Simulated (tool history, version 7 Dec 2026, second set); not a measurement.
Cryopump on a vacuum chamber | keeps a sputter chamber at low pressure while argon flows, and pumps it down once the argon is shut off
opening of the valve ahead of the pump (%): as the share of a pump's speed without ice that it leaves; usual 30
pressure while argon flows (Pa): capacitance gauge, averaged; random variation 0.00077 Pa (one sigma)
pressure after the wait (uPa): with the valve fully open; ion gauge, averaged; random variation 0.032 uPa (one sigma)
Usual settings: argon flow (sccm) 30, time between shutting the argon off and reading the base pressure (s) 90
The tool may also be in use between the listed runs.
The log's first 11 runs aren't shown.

| run | hour | argon flow (sccm) | time between shutting the argon off and reading the base pressure (s) | opening of the valve ahead of the pump (%) | hours of work since the pump was warmed up and emptied | hours of work since the cold head was overhauled | hours of work since the chamber's fittings were tightened | pressure while argon flows (Pa) | pressure after the wait (uPa) |
|---|---|---|---|---|---|---|---|---|---|
| 12 | 312.1 | 30 | 90 | 57 | 179 | 179 | 709 | 0.0790 | 2.67 |
| 13 | 346.6 | 30 | 90 | 57 | 198 | 198 | 727 | 0.0804 | 2.59 |
| 14 | 363.4 | 30 | 90 | 57 | 207 | 207 | 736 | 0.0796 | 2.70 |
| 15 | 391.3 | 30 | 90 | 57 | 222 | 222 | 751 | 0.0799 | 2.64 |
| 16 | 425.3 | 30 | 90 | 57 | 240 | 240 | 770 | 0.0805 | 2.74 |
| 17 | 461.9 | 30 | 90 | 57 | 260 | 260 | 789 | 0.0799 | 2.79 |
| 18 | 489.8 | 47 | 90 | 31 | 275 | 275 | 804 | 0.2265 | 2.72 |
| 19 | 505.2 | 21 | 90 | 31 | 283 | 283 | 813 | 0.1020 | 2.83 |
| 20 | 525.9 | 50 | 136 | 20 | 294 | 294 | 824 | 0.3744 | 2.25 |
| 21 | 557.3 | 24 | 21 | 30 | 311 | 311 | 841 | 0.1196 | 7.41 |
| 22 | 573.3 | 24 | 21 | 30 | 320 | 320 | 849 | 0.1189 | 7.38 |
| 23 | 597.9 | 50 | 75 | 30 | 333 | 333 | 863 | 0.2500 | 3.13 |
| 24 | 634.3 | 37 | 229 | 30 | 353 | 353 | 882 | 0.1858 | 2.05 |
| 25 | 670.3 | 50 | 90 | 30 | 372 | 372 | 902 | 0.2490 | 2.91 |
| 26 | 701.3 | 13 | 257 | 20 | 389 | 389 | 918 | 0.0977 | 2.07 |
| 27 | 732.0 | 13 | 257 | 20 | 405 | 405 | 935 | 0.0967 | 2.09 |
| 28 | 765.7 | 20 | 90 | 30 | 423 | 423 | 953 | 0.0997 | 3.07 |
| 29 | 787.4 | 29 | 90 | 30 | 435 | 435 | 965 | 0.1456 | 3.02 |
| 30 | 810.4 | 36 | 75 | 48 | 447 | 447 | 977 | 0.1155 | 3.29 |
| 31 | 838.2 | 14 | 74 | 47 | 462 | 462 | 992 | 0.0457 | 3.38 |
| 32 | 873.6 | 37 | 90 | 16 | 482 | 482 | 1011 | 0.3456 | 3.01 |
| 33 | 890.2 | 30 | 90 | 19 | 490 | 490 | 1020 | 0.2363 | 3.05 |
| 34 | 922.8 | 46 | 90 | 20 | 508 | 508 | 1038 | 0.3467 | 3.11 |

4 ways to go on from here, each from the tool as it stands after run 34. What would each give?
| A | 947.3 | 23 | 39 | 23 | 521 | 521 | 1051 | ? | ? |
| B | 947.3 | 13 | 114 | 20 | 521 | 521 | 1051 | ? | ? |
| C | 947.3 | 46 | 26 | 20 | 521 | 521 | 1051 | ? | ? |
| D | 947.3 | 45 | 97 | 30 | 521 | 521 | 1051 | ? | ? |

| run | pressure while argon flows (Pa) | pressure after the wait (uPa) |
|---|---|---|
| A | 0.1508 | 5.05 |
| B | 0.0970 | 2.87 |
| C | 0.3463 | 6.48 |
| D | 0.2296 | 3.09 |
Without the tool's hidden state the same runs would have given:
| run | pressure while argon flows (Pa) | pressure after the wait (uPa) |
|---|---|---|
| A | 0.1462 | 3.51 |
| B | 0.0944 | 1.35 |
| C | 0.3371 | 4.98 |
| D | 0.2207 | 1.56 |
